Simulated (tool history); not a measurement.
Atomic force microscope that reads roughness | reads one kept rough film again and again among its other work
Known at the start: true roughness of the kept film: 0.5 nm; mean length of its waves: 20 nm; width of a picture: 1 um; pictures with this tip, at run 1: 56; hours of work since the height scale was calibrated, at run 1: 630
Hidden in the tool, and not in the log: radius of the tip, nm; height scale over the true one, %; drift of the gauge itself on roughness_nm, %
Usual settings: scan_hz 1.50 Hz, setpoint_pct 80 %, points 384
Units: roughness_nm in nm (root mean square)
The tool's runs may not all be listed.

run   hour  scan_hz  setpoint_pct  points  pictures with this tip  hours of work since the height scale was calibrated  roughness_nm
  1    0.0     1.50            80     384                      56                                                  630         0.414
  2   30.8     1.50            87     384                     103                                                  649         0.386
  3   54.5     0.81            80     384                     139                                                  663         0.427
  4   80.9     0.81            80     384                     180                                                  679         0.422
      98.8  -- new tip fitted
  5  113.0     1.50            80     384                      22                                                  698         0.419
  6  137.3     1.50            80     384                      59                                                  713         0.411
  7  171.1     1.50            80     384                     111                                                  734         0.406
  8  195.0     1.50            80     384                     147                                                  748         0.402
     234.3  -- new tip fitted
  9  234.8     1.50            80     384                       1                                                  772         0.419
 10  274.8     1.18            74     634                      62                                                  796         0.441
 11  297.6     2.95            89     674                      97                                                  810         0.332
 12  318.7     2.95            89     674                     129                                                  823         0.326
 13  340.3     2.89            75     389                     162                                                  836         0.375
     370.1  -- new tip fitted
 14  378.6     2.89            75     389                      13                                                  859         0.392
 15  408.2     2.89            75     389                      58                                                  877         0.386

Forecast each of these 3 alternatives for the next run:
  A  453.6     3.35            72     737                     128                                                  905             ?
  B  453.6     0.91            80     322                     128                                                  905             ?
  C  453.6     1.50            61     384                     128                                                  905             ?

run  roughness_nm
  A         0.386
  B         0.418
  C         0.432
Without the tool's hidden state the same runs would have given:
run  roughness_nm
  A         0.405
  B         0.438
  C         0.454
